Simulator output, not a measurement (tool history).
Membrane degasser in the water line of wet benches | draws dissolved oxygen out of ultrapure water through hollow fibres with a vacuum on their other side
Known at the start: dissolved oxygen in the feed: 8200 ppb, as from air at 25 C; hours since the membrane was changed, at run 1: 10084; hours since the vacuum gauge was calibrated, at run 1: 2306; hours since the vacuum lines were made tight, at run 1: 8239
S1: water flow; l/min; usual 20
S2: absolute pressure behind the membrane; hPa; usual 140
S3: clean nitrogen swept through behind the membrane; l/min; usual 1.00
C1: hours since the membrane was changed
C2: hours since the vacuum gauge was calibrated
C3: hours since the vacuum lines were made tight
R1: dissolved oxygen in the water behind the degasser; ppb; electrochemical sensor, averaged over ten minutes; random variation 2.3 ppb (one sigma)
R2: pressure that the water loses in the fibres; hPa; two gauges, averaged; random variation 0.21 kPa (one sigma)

run,hour,S1,S2,S3,C1,C2,C3,R1,R2
1,0.0,20,140,1.00,10084,2306,8239,492.8,529.8
2,140.1,20,221,1.00,10224,2446,8379,813.9,529.6
3,291.5,20,221,2.06,10376,2598,8530,448.9,526.9
4,518.1,20,221,2.06,10602,2824,8757,446.4,528.9
5,672.7,20,140,1.00,10757,2979,8911,493.0,530.8
6,796.5,20,231,1.00,10881,3103,9035,858.8,532.1
7,1029.4,20,231,1.00,11114,3335,9268,848.0,525.8
8,1262.2,20,140,0.84,11346,3568,9501,568.3,526.8
# hour 1335.3: vacuum gauge calibrated
9,1460.4,20,140,0.84,11544,125,9699,569.0,529.3
10,1646.4,20,140,1.00,11730,311,9885,498.2,530.7
11,1884.2,20,140,1.00,11968,549,10122,501.9,534.6
12,2060.2,20,140,1.00,12144,725,10298,504.0,533.9
# hour 2131.1: seals of the vacuum lines changed
13,2301.0,20,140,1.29,12383,964,170,401.6,529.6
# hour 2427.4: vacuum gauge calibrated, once more
14,2548.2,20,140,1.29,12629,121,417,390.2,533.0
15,2705.7,20,140,1.29,12787,278,574,393.6,532.1
16,2935.6,20,140,1.29,13017,508,804,391.3,531.3
17,3108.9,20,140,1.29,13190,682,977,392.9,532.4
18,3215.1,12,95,0.97,13296,788,1083,180.8,319.4
19,3329.4,22,120,1.15,13411,902,1198,400.8,585.0
20,3532.7,22,120,1.15,13614,1105,1401,396.9,591.1
21,3654.4,15,140,1.00,13736,1227,1523,364.0,399.3
22,3832.8,15,140,1.00,13914,1405,1701,367.7,396.7
23,4023.6,15,90,1.24,14105,1596,1892,170.4,398.9
24,4268.0,15,152,0.82,14349,1841,2136,480.8,402.0
25,4448.3,26,333,0.79,14529,2021,2317,1754.5,694.6
26,4707.8,26,333,0.79,14789,2280,2576,1760.8,696.4
27,4860.6,26,333,0.79,14942,2433,2729,1747.5,693.4
28,5027.8,20,122,0.54,15109,2600,2896,670.2,538.1
29,5204.5,17,106,0.82,15286,2777,3073,345.0,456.2
30,5365.9,21,209,1.00,15447,2939,3234,797.2,560.3
31,5625.4,22,334,0.86,15707,3198,3494,1446.4,588.6
32,5879.0,22,334,0.86,15960,3452,3747,1459.1,587.4
33,5992.6,22,334,0.86,16074,3565,3861,1454.3,589.8

How the hidden state differs across the entries between the runs, from the last listed run before each to the first after it:
Between runs 8 and 9: vacuum gauge calibrated (hour 1335.3)
  true pressure behind the membrane over the reading, kPa: 0.15 -> 0.21; air that leaks in behind the membrane, l/min: 0.0294 -> 0.03
  measured less the result without the state, R1: +20.2 -> +23.3 ppb; R2: +16.8 -> +17.1 hPa
Between runs 12 and 13: seals of the vacuum lines changed (hour 2131.1)
  membrane still open, %: 96.6 -> 96.5; true pressure behind the membrane over the reading, kPa: 0.23 -> 0.24; air that leaks in behind the membrane, l/min: 0.0317 -> 0.0019
  measured less the result without the state, R1: +24.7 -> +12.1 ppb; R2: +18.0 -> +18.4 hPa
Between runs 13 and 14: vacuum gauge calibrated, once more (hour 2427.4)
  true pressure behind the membrane over the reading, kPa: 0.24 -> 0.02; air that leaks in behind the membrane, l/min: 0.0019 -> 0.0026
  measured less the result without the state, R1: +12.1 -> +5.1 ppb; R2: +18.4 -> +18.8 hPa
